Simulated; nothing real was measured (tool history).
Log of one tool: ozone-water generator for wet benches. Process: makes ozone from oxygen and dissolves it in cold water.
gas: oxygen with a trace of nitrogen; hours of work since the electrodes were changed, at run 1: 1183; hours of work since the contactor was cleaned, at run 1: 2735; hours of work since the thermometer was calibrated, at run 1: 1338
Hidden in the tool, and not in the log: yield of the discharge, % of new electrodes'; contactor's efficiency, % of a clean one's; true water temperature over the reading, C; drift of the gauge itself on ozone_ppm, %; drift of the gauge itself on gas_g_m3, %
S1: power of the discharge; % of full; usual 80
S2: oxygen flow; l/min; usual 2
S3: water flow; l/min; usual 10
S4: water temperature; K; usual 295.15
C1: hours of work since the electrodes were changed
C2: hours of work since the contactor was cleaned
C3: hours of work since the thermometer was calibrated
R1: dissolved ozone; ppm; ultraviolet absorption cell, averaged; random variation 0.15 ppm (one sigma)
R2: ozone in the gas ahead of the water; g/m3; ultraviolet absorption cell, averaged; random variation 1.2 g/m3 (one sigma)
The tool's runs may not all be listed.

run 1 hour=0 | S1=80 S2=2 S3=10 S4=295.15 | C1=1183 C2=2735 C3=1338 | R1=19 R2=209.9
run 2 hour=61.1 | S1=80 S2=2 S3=10 S4=295.15 | C1=1221 C2=2772 C3=1376 | R1=19.1 R2=211.5
run 3 hour=111.7 | S1=80 S2=2 S3=10 S4=295.15 | C1=1252 C2=2803 C3=1407 | R1=18.8 R2=207.3
run 4 hour=152.6 | S1=80 S2=2 S3=10 S4=295.15 | C1=1277 C2=2829 C3=1432 | R1=18.9 R2=208.2
run 5 hour=180.8 | S1=80 S2=2 S3=10 S4=295.15 | C1=1295 C2=2846 C3=1450 | R1=19 R2=208.4
run 6 hour=221.5 | S1=100 S2=2 S3=10 S4=295.15 | C1=1320 C2=2871 C3=1475 | R1=22.7 R2=246.3
run 7 hour=253.9 | S1=100 S2=2 S3=10 S4=295.15 | C1=1340 C2=2891 C3=1495 | R1=22.3 R2=242.5
run 8 hour=311.4 | S1=80 S2=2 S3=9 S4=295.15 | C1=1375 C2=2927 C3=1530 | R1=20.7 R2=205.7
run 9 hour=363 | S1=80 S2=2 S3=9 S4=295.15 | C1=1407 C2=2958 C3=1562 | R1=20.8 R2=206.4
run 10 hour=393.9 | S1=80 S2=2 S3=9 S4=295.15 | C1=1426 C2=2978 C3=1581 | R1=20.6 R2=204
run 11 hour=423.1 | S1=80 S2=2 S3=9 S4=295.15 | C1=1444 C2=2996 C3=1599 | R1=20.7 R2=203.7
run 12 hour=457.7 | S1=80 S2=2 S3=10 S4=302.15 | C1=1465 C2=3017 C3=1620 | R1=17.4 R2=204.8
run 13 hour=507.9 | S1=80 S2=2 S3=10 S4=293.15 | C1=1496 C2=3048 C3=1651 | R1=19.5 R2=203.9
run 14 hour=542.1 | S1=80 S2=2 S3=8 S4=293.15 | C1=1517 C2=3069 C3=1673 | R1=23.2 R2=205.6
-- hour=546.4 gauge calibrated
run 15 hour=595.2 | S1=80 S2=2 S3=10 S4=295.15 | C1=1550 C2=3102 C3=1705 | R1=19 R2=210.1
run 16 hour=633 | S1=80 S2=2 S3=10 S4=295.15 | C1=1573 C2=3125 C3=1729 | R1=18.9 R2=207.2
run 17 hour=693.4 | S1=80 S2=2.13 S3=10 S4=295.15 | C1=1611 C2=3162 C3=1766 | R1=19.3 R2=204.2
run 18 hour=746.5 | S1=61 S2=2 S3=10 S4=294.15 | C1=1643 C2=3195 C3=1799 | R1=15.8 R2=170
run 19 hour=772.3 | S1=61 S2=2 S3=10 S4=294.15 | C1=1659 C2=3211 C3=1815 | R1=15.5 R2=169.4
run 20 hour=828.9 | S1=61 S2=2 S3=10 S4=294.15 | C1=1694 C2=3246 C3=1849 | R1=15.6 R2=169.2
run 21 hour=878.5 | S1=66 S2=2 S3=10 S4=294.15 | C1=1725 C2=3277 C3=1880 | R1=16.7 R2=177.5
run 22 hour=906.4 | S1=80 S2=2 S3=12 S4=295.15 | C1=1742 C2=3294 C3=1897 | R1=16.5 R2=203.9
run 23 hour=956.8 | S1=80 S2=1.48 S3=12 S4=295.15 | C1=1773 C2=3325 C3=1928 | R1=15 R2=227.2
run 24 hour=1012.8 | S1=80 S2=2 S3=7 S4=295.15 | C1=1808 C2=3359 C3=1963 | R1=24.1 R2=204.3
run 25 hour=1054.8 | S1=80 S2=2 S3=7 S4=295.15 | C1=1834 C2=3385 C3=1989 | R1=24.6 R2=203.4
run 26 hour=1097.6 | S1=80 S2=2 S3=7 S4=295.15 | C1=1860 C2=3412 C3=2015 | R1=24.4 R2=203.7
run 27 hour=1126.3 | S1=80 S2=2 S3=7 S4=295.15 | C1=1878 C2=3429 C3=2033 | R1=24.6 R2=202.1
run 28 hour=1161.2 | S1=91 S2=3.2 S3=9 S4=297.15 | C1=1899 C2=3451 C3=2054 | R1=23.3 R2=186.8
run 29 hour=1198.9 | S1=87 S2=1.26 S3=10 S4=295.15 | C1=1923 C2=3474 C3=2078 | R1=17.9 R2=253.9
run 30 hour=1224.1 | S1=87 S2=1.26 S3=10 S4=295.15 | C1=1938 C2=3490 C3=2093 | R1=18 R2=252
run 31 hour=1268.8 | S1=87 S2=1.26 S3=10 S4=295.15 | C1=1966 C2=3517 C3=2121 | R1=17.7 R2=254.9
run 32 hour=1312.1 | S1=46 S2=2 S3=12 S4=295.15 | C1=1992 C2=3544 C3=2148 | R1=11 R2=131.5
run 33 hour=1367.7 | S1=43 S2=1.13 S3=11 S4=303.15 | C1=2027 C2=3578 C3=2182 | R1=8.6 R2=153.8
run 34 hour=1409.6 | S1=83 S2=2 S3=8 S4=289.15 | C1=2053 C2=3604 C3=2208 | R1=24.9 R2=206.1

Forecast each of these 3 alternatives for the next run:
run A hour=1443.2 | S1=64 S2=2 S3=8 S4=296.15 | C1=2073 C2=3625 C3=2228 | R1=? R2=?
run B hour=1443.2 | S1=80 S2=2 S3=10 S4=296.15 | C1=2073 C2=3625 C3=2228 | R1=? R2=?
run C hour=1443.2 | S1=80 S2=2 S3=10 S4=288.15 | C1=2073 C2=3625 C3=2228 | R1=? R2=?

run=A R1=18.8 R2=167
run=B R1=18.7 R2=198.2
run=C R1=20.8 R2=200.4
Without the tool's hidden state the same runs would have given:
run=A R1=18.8 R2=175.4
run=B R1=18.8 R2=208.2
run=C R1=20.9 R2=210.5

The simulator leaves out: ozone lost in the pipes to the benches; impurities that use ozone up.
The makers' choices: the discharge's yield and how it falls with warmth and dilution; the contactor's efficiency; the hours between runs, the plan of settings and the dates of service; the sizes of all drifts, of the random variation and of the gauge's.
